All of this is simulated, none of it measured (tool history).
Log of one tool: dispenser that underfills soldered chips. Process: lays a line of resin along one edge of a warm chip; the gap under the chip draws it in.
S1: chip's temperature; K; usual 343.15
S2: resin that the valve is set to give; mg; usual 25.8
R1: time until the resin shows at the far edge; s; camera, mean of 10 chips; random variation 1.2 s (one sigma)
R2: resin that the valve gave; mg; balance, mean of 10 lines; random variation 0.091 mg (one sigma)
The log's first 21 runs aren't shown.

run	day	S1	S2	R1	R2
# day 7.45: new syringe of resin
22	7.458	345.15	22.5	105.1	21.86
# day 7.854: new syringe of resin
23	7.954	342.15	23.7	137.5	22.89
# day 8.262: new syringe of resin
24	8.262	333.15	29.5	182.8	28.26
25	8.567	333.15	28.3	264.8	27.11
# day 8.654: new syringe of resin
26	8.929	338.15	26.4	200.3	25.18
# day 9.062: new syringe of resin
# day 9.454: new syringe of resin
# day 9.496: dispensing valve cleaned and set on the balance
27	9.496	353.15	23.3	71.4	23.23
# day 9.908: new syringe of resin
28	9.938	333.15	30.5	188.5	30.18
# day 10.325: new syringe of resin
29	10.362	338.15	28.4	150.2	27.89
30	10.608	338.15	28.4	201.7	27.9
# day 10.708: new syringe of resin
31	10.921	336.15	23.8	210.8	23.21
# day 11.112: new syringe of resin
32	11.254	355.15	31.9	76.7	30.98
# day 11.529: new syringe of resin
33	11.762	353.15	27.9	95.5	26.86
# day 11.929: new syringe of resin
34	12.042	336.15	27.9	183.6	26.69
# day 12.338: new syringe of resin
35	12.508	357.15	22.8	78.6	21.64

Forecast each of these 3 alternatives for the next run:
# day 12.754: new syringe of resin
A	12.858	341.15	22.4	?	?
# day 12.754: new syringe of resin
B	12.858	335.15	25.8	?	?
# day 12.754: new syringe of resin
C	12.858	330.15	26	?	?

run	R1	R2
A	154.1	21.14
B	200.7	24.39
C	254.3	24.73
Without the tool's hidden state the same runs would have given:
run	R1	R2
A	126.8	22.38
B	166.1	25.81
C	210.3	26.17
